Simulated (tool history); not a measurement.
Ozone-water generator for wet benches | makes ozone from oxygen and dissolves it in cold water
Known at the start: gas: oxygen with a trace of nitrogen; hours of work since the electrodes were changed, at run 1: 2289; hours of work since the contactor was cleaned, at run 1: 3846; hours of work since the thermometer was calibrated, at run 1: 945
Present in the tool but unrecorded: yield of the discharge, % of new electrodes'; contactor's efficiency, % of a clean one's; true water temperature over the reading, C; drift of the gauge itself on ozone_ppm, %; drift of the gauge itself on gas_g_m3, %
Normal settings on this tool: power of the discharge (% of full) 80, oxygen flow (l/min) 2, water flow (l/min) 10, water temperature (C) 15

run,hour,power of the discharge (% of full),oxygen flow (l/min),water flow (l/min),water temperature (C),hours of work since the electrodes were changed,hours of work since the contactor was cleaned,hours of work since the thermometer was calibrated,dissolved ozone (ppm),ozone in the gas ahead of the water (g/m3)
1,0,80,2,10,15,2289,3846,945,18.5,233.6
2,97.9,80,2,10,15,2371,3929,1027,18.3,236.2
3,163.9,80,2,10,22,2427,3984,1083,16.9,235.9
4,264.7,80,1.37,10,22,2512,4069,1168,15.9,275.7
5,373.8,80,1.37,10,22,2603,4161,1259,15.8,277
6,434.6,80,2,10,15,2654,4212,1310,18.6,235.6
7,551.1,80,2,10,15,2752,4310,1408,18.7,235.5
8,657.5,80,2,10,15,2842,4399,1498,18.7,237.3
9,771.6,80,2.52,10,15,2938,4495,1594,19.3,213
10,851.9,80,2.52,10,15,3005,4562,1661,19.4,213.3
11,907.5,80,2.52,10,15,3052,4609,1708,19.3,212.6
12,1015.3,80,1.52,10,15,3142,4700,1799,17.3,262.4
13,1130.1,58,1.52,10,15,3239,4796,1895,14.1,215.4
14,1214.9,58,2.24,15,15,3310,4868,1966,10.7,183.1
# hour 1273.2: contactor cleaned
15,1286.6,75,2.24,14,15,3367,11,2023,13.2,215.6
16,1342,42,1.28,6,21,3414,58,2070,16.5,191.2
17,1462.1,80,2,13,15,3515,159,2171,14.7,234.4
18,1555,42,1.87,15,15,3593,237,2249,8.1,160.7
19,1637.2,42,2.77,15,15,3662,306,2318,9.1,138.8
20,1717.9,42,2.77,15,15,3730,374,2386,9.1,138.2
21,1796.7,76,1.18,11,8,3796,440,2452,14.9,283.8
22,1913.4,76,1.18,11,8,3894,538,2550,14.8,283.6
23,2016.5,76,1.18,11,8,3980,625,2637,14.7,286
24,2111.4,80,1.84,7,20,4060,704,2716,23,243.6
25,2178.7,80,1.84,7,20,4117,761,2773,23.3,243.3

4 options for the next run, each taken on its own from the tool as it stands now. Forecast them:
A,2301.7,80,2,13,15,4220,864,2876,?,?
B,2301.7,84,1.84,7,9,4220,864,2876,?,?
C,2301.7,75,1.84,9,14,4220,864,2876,?,?
D,2301.7,80,1.84,9,10,4220,864,2876,?,?

run,dissolved ozone (ppm),ozone in the gas ahead of the water (g/m3)
A,14.3,235.1
B,27.8,252.6
C,19.3,233.7
D,21.1,242.2
What these runs would have given with no unlogged condition in the tool:
run,dissolved ozone (ppm),ozone in the gas ahead of the water (g/m3)
A,14.4,235.5
B,27.8,253.1
C,19.3,234.1
D,21.2,242.6

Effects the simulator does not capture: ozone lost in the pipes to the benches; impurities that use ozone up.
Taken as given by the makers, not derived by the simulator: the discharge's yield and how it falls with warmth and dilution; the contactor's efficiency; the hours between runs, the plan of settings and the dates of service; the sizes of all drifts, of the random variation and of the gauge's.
